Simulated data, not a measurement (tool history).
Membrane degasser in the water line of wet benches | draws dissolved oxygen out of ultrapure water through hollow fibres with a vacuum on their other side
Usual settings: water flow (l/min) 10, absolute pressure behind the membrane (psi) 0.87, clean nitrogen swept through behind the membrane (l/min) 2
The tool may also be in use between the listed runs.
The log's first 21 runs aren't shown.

run      day  water flow (l/min)  absolute pressure behind the membrane (psi)  clean nitrogen swept through behind the membrane (l/min)  dissolved oxygen in the water behind the degasser (ppb)  pressure that the water loses in the fibres (psi)
 22     83.1                  12                                        0.956                                                      1.32                                                     96.2                                             11.568
      85.342  -- gauge calibrated
 23   88.238                  12                                        0.956                                                      1.13                                                    107.6                                             11.367
 24   91.408                  10                                         0.87                                                         2                                                     44.5                                              9.432
 25   95.379                  12                                         0.87                                                      2.68                                                     53.1                                             11.303
 26   99.408                  12                                         0.87                                                      2.68                                                     54.2                                             11.393
 27  103.675                  12                                         0.87                                                      2.68                                                     53.6                                             11.393
 28  108.504                  11                                         0.86                                                      3.12                                                     40.1                                             10.402
 29  111.338                  14                                        1.711                                                      1.65                                                    206.3                                              13.31
 30  115.188                  14                                        1.711                                                      1.65                                                    209.2                                              13.32
 31  118.079                   9                                        0.843                                                      1.41                                                     46.8                                              8.564

Forecast each of these 3 alternatives for the next run:
  A  120.938                   9                                        0.806                                                      2.85                                                        ?                                                  ?
  B  120.938                   9                                        0.843                                                      4.47                                                        ?                                                  ?
  C  120.938                  13                                        1.072                                                       2.8                                                        ?                                                  ?

run  dissolved oxygen in the water behind the degasser (ppb)  pressure that the water loses in the fibres (psi)
  A                                                     24.9                                              8.579
  B                                                     20.2                                               8.57
  C                                                     77.6                                              12.43
Without the tool's hidden state the same runs would have given:
run  dissolved oxygen in the water behind the degasser (ppb)  pressure that the water loses in the fibres (psi)
  A                                                     24.9                                              8.476
  B                                                     20.2                                              8.466
  C                                                     77.6                                              12.28

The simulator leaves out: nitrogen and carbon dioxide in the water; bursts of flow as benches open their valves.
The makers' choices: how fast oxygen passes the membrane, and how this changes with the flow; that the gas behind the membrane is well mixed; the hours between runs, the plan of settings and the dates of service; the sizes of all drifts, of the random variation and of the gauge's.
